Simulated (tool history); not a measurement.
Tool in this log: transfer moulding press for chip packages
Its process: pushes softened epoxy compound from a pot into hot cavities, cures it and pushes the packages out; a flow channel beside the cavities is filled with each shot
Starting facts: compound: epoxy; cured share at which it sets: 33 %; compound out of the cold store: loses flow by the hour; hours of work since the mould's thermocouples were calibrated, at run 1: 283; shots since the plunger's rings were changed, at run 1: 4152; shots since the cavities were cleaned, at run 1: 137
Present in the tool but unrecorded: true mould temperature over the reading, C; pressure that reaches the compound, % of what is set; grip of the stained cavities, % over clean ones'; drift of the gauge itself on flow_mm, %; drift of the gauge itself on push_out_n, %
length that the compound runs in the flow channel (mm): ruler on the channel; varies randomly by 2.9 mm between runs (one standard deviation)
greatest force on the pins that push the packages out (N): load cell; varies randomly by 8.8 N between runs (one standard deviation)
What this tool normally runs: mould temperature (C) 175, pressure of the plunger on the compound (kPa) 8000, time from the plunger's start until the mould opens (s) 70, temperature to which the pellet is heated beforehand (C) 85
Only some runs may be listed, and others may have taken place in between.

run	hour	mould temperature (C)	pressure of the plunger on the compound (kPa)	time from the plunger's start until the mould opens (s)	temperature to which the pellet is heated beforehand (C)	hours of work since the mould's thermocouples were calibrated	shots since the plunger's rings were changed	shots since the cavities were cleaned	incoming compound's hours out of the cold store	length that the compound runs in the flow channel (mm)	greatest force on the pins that push the packages out (N)
1	0	175	8000	70	85	283	4152	137	22.6	936	521
2	6.5	175	7020	70	85	288	4279	264	21.7	868	545
3	12.9	175	7020	70	85	293	4405	390	8.1	894	608
4	22.6	175	9750	70	85	301	4595	580	32.5	1006	638
5	27.9	175	8000	86	85	305	4700	685	15.4	938	542
6	34.2	175	8000	86	89	310	4824	809	13.5	944	587
# hour 39.7: cavities cleaned with cleaning compound and waxed
7	44	177	8000	70	85	317	4987	85	23.7	912	432
# hour 47.4: plunger's sealing rings changed
8	53.4	177	8000	70	85	322	118	219	26.9	938	487
9	58.7	177	8000	70	85	327	223	324	26.9	936	528
10	64.6	177	8000	70	85	331	339	440	45.3	904	554
11	74.9	175	8000	70	80	340	540	641	19.4	956	686
12	83	175	8000	70	80	346	699	800	46	903	674
# hour 88.9: cavities cleaned with cleaning compound and waxed
13	92.4	175	8000	70	80	352	855	69	30.4	932	463
14	99.8	175	8000	70	85	358	999	213	10.3	970	532
15	105.6	177	8000	70	85	363	1112	326	11.6	959	524
16	113.5	177	8000	70	85	369	1269	483	26.1	931	564
17	123.3	177	8000	70	85	377	1461	675	22.1	940	627
18	129.8	175	8000	53	85	382	1587	801	20.4	949	1284
# hour 135.3: cavities cleaned with cleaning compound and waxed
19	137.3	175	8000	104	94	387	1706	39	35.2	918	359
20	148	176	8000	104	92	396	1915	248	24.9	936	444
21	156.2	176	8000	104	92	402	2077	410	29.4	919	487
22	165.6	169	8000	104	92	410	2261	594	23.2	971	536
23	172.9	169	8000	104	92	415	2405	738	36.4	935	563
24	178.2	176	8000	104	81	420	2508	841	45.1	894	547
# hour 181.8: cavities cleaned with cleaning compound and waxed
25	186.3	177	8620	70	85	425	2637	88	13.6	984	443
26	190.8	182	7720	77	85	429	2726	177	19.1	898	409
27	201.2	173	8000	90	91	437	2930	381	29.7	931	502
28	207.6	175	9950	94	85	442	3056	507	42.5	1005	497
29	213	175	9260	70	85	446	3162	613	8.9	1032	676

What if the next run were any one of these 3? Each begins from the tool's condition after run 29:
A	219	175	9130	62	87	451	3278	729	16.3	?	?
B	219	179	8000	87	76	451	3278	729	32.6	?	?
C	219	173	9260	70	87	451	3278	729	14.4	?	?

run	length that the compound runs in the flow channel (mm)	greatest force on the pins that push the packages out (N)
A	1016	873
B	898	521
C	1033	806
Without the tool's unlogged condition, the same runs would have read:
run	length that the compound runs in the flow channel (mm)	greatest force on the pins that push the packages out (N)
A	1034	490
B	914	317
C	1051	455
